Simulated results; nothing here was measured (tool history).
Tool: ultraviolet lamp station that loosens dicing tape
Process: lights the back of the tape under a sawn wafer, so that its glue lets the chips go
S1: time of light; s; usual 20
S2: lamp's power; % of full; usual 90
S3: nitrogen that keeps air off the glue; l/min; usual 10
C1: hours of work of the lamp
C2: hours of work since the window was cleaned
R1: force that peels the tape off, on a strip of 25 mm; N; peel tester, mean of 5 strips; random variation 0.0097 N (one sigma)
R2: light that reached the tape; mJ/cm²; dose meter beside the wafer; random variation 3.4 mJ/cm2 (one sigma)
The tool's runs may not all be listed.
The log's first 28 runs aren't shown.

{"run": 29, "hour": 1396.2, "S1": 16, "S2": 61, "S3": 10, "C1": 858, "C2": 249, "R1": 1.115, "R2": 291}
{"run": 30, "hour": 1433.3, "S1": 16, "S2": 61, "S3": 10, "C1": 877, "C2": 267, "R1": 1.126, "R2": 287}
{"run": 31, "hour": 1499.1, "S1": 16, "S2": 61, "S3": 10, "C1": 909, "C2": 300, "R1": 1.147, "R2": 291}
{"run": 32, "hour": 1531.1, "S1": 20, "S2": 98, "S3": 10, "C1": 925, "C2": 315, "R1": 0.373, "R2": 585}
{"run": 33, "hour": 1587.7, "S1": 20, "S2": 98, "S3": 10, "C1": 952, "C2": 343, "R1": 0.364, "R2": 588}
{"run": 34, "hour": 1642.0, "S1": 28, "S2": 65, "S3": 10, "C1": 979, "C2": 370, "R1": 0.42, "R2": 543}
{"run": 35, "hour": 1712.1, "S1": 28, "S2": 61, "S3": 4, "C1": 1013, "C2": 404, "R1": 0.864, "R2": 506}
{"run": 36, "hour": 1773.9, "S1": 28, "S2": 61, "S3": 4, "C1": 1044, "C2": 435, "R1": 0.869, "R2": 516}
{"run": 37, "hour": 1828.1, "S1": 28, "S2": 61, "S3": 4, "C1": 1070, "C2": 461, "R1": 0.889, "R2": 513}
{"run": 38, "hour": 1859.7, "S1": 28, "S2": 61, "S3": 4, "C1": 1086, "C2": 477, "R1": 0.844, "R2": 509}
{"run": 39, "hour": 1907.0, "S1": 28, "S2": 61, "S3": 4, "C1": 1109, "C2": 500, "R1": 0.862, "R2": 515}
{"run": 40, "hour": 1960.1, "S1": 12, "S2": 81, "S3": 12, "C1": 1135, "C2": 526, "R1": 1.046, "R2": 286}
{"run": 41, "hour": 2031.7, "S1": 12, "S2": 81, "S3": 12, "C1": 1170, "C2": 561, "R1": 0.99, "R2": 292}
{"run": 42, "hour": 2103.9, "S1": 30, "S2": 62, "S3": 4, "C1": 1206, "C2": 597, "R1": 0.758, "R2": 554}
{"run": 43, "hour": 2176.8, "S1": 15, "S2": 85, "S3": 18, "C1": 1242, "C2": 633, "R1": 0.509, "R2": 380}
{"hour": 2229.7, "done": "window cleaned of glue's vapour"}
{"run": 44, "hour": 2249.8, "S1": 20, "S2": 90, "S3": 11, "C1": 1277, "C2": 10, "R1": 0.395, "R2": 539}

3 ways to go on from here, each from the tool as it stands after run 44. What would each give?
{"run": "A", "hour": 2311.7, "S1": 30, "S2": 97, "S3": 4, "C1": 1308, "C2": 40, "R1": "?", "R2": "?"}
{"run": "B", "hour": 2311.7, "S1": 14, "S2": 90, "S3": 5, "C1": 1308, "C2": 40, "R1": "?", "R2": "?"}
{"run": "C", "hour": 2311.7, "S1": 37, "S2": 90, "S3": 8, "C1": 1308, "C2": 40, "R1": "?", "R2": "?"}

run=A R1=0.36 R2=867
run=B R1=1.221 R2=373
run=C R1=0.246 R2=989
Without the tool's hidden state the same runs would have given:
run=A R1=0.359 R2=869
run=B R1=1.218 R2=374
run=C R1=0.246 R2=991
